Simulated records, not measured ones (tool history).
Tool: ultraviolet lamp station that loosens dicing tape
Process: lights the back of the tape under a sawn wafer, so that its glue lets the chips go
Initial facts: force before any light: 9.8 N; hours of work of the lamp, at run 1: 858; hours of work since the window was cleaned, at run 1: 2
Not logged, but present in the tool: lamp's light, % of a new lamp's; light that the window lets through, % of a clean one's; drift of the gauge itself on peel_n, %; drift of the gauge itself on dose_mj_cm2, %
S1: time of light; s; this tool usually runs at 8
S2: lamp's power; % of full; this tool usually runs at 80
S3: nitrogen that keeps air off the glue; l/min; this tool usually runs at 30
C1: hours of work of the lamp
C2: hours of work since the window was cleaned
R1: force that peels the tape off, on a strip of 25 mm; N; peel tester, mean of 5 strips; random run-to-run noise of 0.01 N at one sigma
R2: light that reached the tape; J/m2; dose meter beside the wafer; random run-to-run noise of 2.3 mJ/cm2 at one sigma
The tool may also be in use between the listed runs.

run,hour,S1,S2,S3,C1,C2,R1,R2
1,0,8,80,30,858,2,0.759,1600
2,50.7,8,80,30,893,37,0.807,1600
3,97.2,13,80,30,925,69,0.302,2500
4,169.4,12,80,30,975,118,0.394,2260
5,203.5,8,80,30,998,142,0.916,1490
6,245.9,8,80,30,1027,171,0.935,1490
7,283.3,4,80,30,1053,197,2.917,730
# hour 311.7: lamp changed
8,351.3,10,80,30,27,243,0.317,2470
9,391.1,8,83,30,55,270,0.525,2030
10,430,8,83,30,81,297,0.479,1900
11,499.9,8,83,30,129,345,0.52,1890
12,570,8,83,30,178,393,0.566,1870
13,648.2,9,80,30,231,447,0.496,1970
14,702.5,8,96,30,269,484,0.458,2040
15,753,5,80,30,304,519,1.714,1040
16,822.5,5,80,30,351,567,1.8,1050
17,898.5,5,80,30,404,619,1.95,970
# hour 903.2: window cleaned of glue's vapour
18,954,5,80,30,442,35,1.559,1190
19,1026,5,80,30,491,85,1.5,1100
20,1069.4,5,80,30,521,114,1.547,1130
21,1140.3,8,80,30,570,163,0.68,1740
22,1191.8,8,80,30,605,199,0.735,1680
23,1241.6,8,80,30,639,233,0.754,1600
24,1283.6,7,98,11,668,262,1.084,1730
25,1331.5,7,94,55,701,295,0.616,1640
26,1371.7,7,96,55,729,322,0.604,1630
27,1417.3,9,80,30,760,354,0.681,1670
28,1469.1,5,66,28,796,389,2.846,790
29,1545,4,83,18,848,442,3.14,750
30,1577.4,8,94,29,870,464,0.709,1680
31,1642.2,8,94,29,915,508,0.72,1620
32,1718.5,8,65,11,967,561,2.361,1060
33,1764.6,8,80,14,999,593,1.58,1310
# hour 1805.6: window cleaned of glue's vapour
34,1818.8,5,92,39,1036,9,1.526,1110
# hour 1873: lamp changed
35,1873,5,67,10,0,46,2.382,1100
36,1946.9,5,67,10,51,96,2.545,1030
37,2013.5,12,82,20,97,142,0.274,3040
38,2079.4,7,81,15,142,188,0.943,1730
39,2126.4,7,62,15,174,220,1.591,1290
40,2202.5,7,62,15,227,272,1.691,1280
41,2252.7,8,79,30,261,307,0.613,1790
42,2324.5,6,80,30,311,356,1.187,1340
43,2400.4,12,80,26,363,408,0.314,2550

Each row is a separate what-if for the run after 43, all from the same tool condition, not one after another. Results?
A,2461.1,12,92,9,405,450,?,?
B,2461.1,12,80,15,405,450,?,?
C,2461.1,9,95,55,405,450,?,?
D,2461.1,12,96,31,405,450,?,?

run,R1,R2
A,0.415,2890
B,0.427,2460
C,0.313,2260
D,0.243,3020
With no hidden state in the tool, these same runs would have given:
run,R1,R2
A,0.272,3670
B,0.281,3130
C,0.227,2860
D,0.205,3830

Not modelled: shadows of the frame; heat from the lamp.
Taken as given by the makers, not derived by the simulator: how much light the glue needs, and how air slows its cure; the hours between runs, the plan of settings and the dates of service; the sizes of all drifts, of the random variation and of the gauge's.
